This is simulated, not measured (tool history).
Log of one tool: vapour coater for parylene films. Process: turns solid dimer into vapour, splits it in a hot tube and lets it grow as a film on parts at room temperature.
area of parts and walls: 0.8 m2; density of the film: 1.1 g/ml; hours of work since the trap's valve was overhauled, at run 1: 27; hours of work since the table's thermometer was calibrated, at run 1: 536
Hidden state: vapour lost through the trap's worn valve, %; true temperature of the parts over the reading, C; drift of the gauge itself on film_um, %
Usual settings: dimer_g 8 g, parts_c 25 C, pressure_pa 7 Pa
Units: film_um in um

| run | hour | dimer_g | parts_c | pressure_pa | hours of work since the trap's valve was overhauled | hours of work since the table's thermometer was calibrated | film_um |
|---|---|---|---|---|---|---|---|
| 1 | 0 | 8 | 25 | 7 | 27 | 536 | 6.48 |
| 2 | 13.8 | 8 | 25 | 7 | 34 | 543 | 6.62 |
| 3 | 30.3 | 12 | 25 | 7 | 43 | 552 | 9.72 |
| 4 | 49.5 | 12 | 25 | 7 | 53 | 562 | 9.63 |
| 5 | 76.4 | 8 | 26 | 7 | 67 | 576 | 6.32 |
| 6 | 99.4 | 8 | 25 | 7 | 79 | 588 | 6.53 |
| 7 | 117.9 | 7 | 25 | 7 | 89 | 598 | 5.55 |
| 8 | 137.2 | 7 | 25 | 7 | 99 | 608 | 5.6 |
| 9 | 149.5 | 7 | 25 | 7 | 105 | 615 | 5.6 |
| 10 | 167.6 | 7 | 25 | 7 | 115 | 624 | 5.63 |
| 11 | 183.9 | 7 | 25 | 7 | 123 | 633 | 5.58 |
| 12 | 210.7 | 8 | 25 | 7 | 137 | 647 | 6.38 |
| 13 | 224.4 | 8 | 25 | 7 | 145 | 654 | 6.45 |
| 14 | 237.6 | 4 | 19 | 6.07 | 151 | 661 | 3.86 |
| 15 | 255.2 | 6 | 22 | 4.31 | 161 | 670 | 5.65 |
| 16 | 280.2 | 6 | 22 | 4.31 | 174 | 683 | 5.58 |
| 17 | 306.7 | 8 | 28 | 8.25 | 188 | 697 | 5.72 |
| 18 | 326.7 | 8 | 28 | 8.25 | 198 | 707 | 5.76 |
| 19 | 353.9 | 8 | 33 | 2.16 | 212 | 722 | 6.14 |
| 20 | 380.6 | 8 | 33 | 2.16 | 226 | 736 | 6.1 |
| 21 | 395.5 | 8 | 33 | 2.16 | 234 | 743 | 5.99 |
| 22 | 419.7 | 8 | 25 | 6.87 | 247 | 756 | 6.36 |
| 23 | 445.6 | 7 | 25 | 4.71 | 260 | 770 | 5.92 |

Forecast each of these 5 alternatives for the next run:
| A | 459.8 | 8 | 21 | 7 | 268 | 777 | ? |
| B | 459.8 | 6 | 34 | 3.78 | 268 | 777 | ? |
| C | 459.8 | 4 | 25 | 8.54 | 268 | 777 | ? |
| D | 459.8 | 8 | 33 | 6.14 | 268 | 777 | ? |
| E | 459.8 | 7 | 31 | 2.78 | 268 | 777 | ? |

| run | film_um |
|---|---|
| A | 7 |
| B | 4.1 |
| C | 3.07 |
| D | 5.14 |
| E | 5.35 |
Without the tool's hidden state the same runs would have given:
| run | film_um |
|---|---|
| A | 7.32 |
| B | 4.28 |
| C | 3.21 |
| D | 5.37 |
| E | 5.59 |
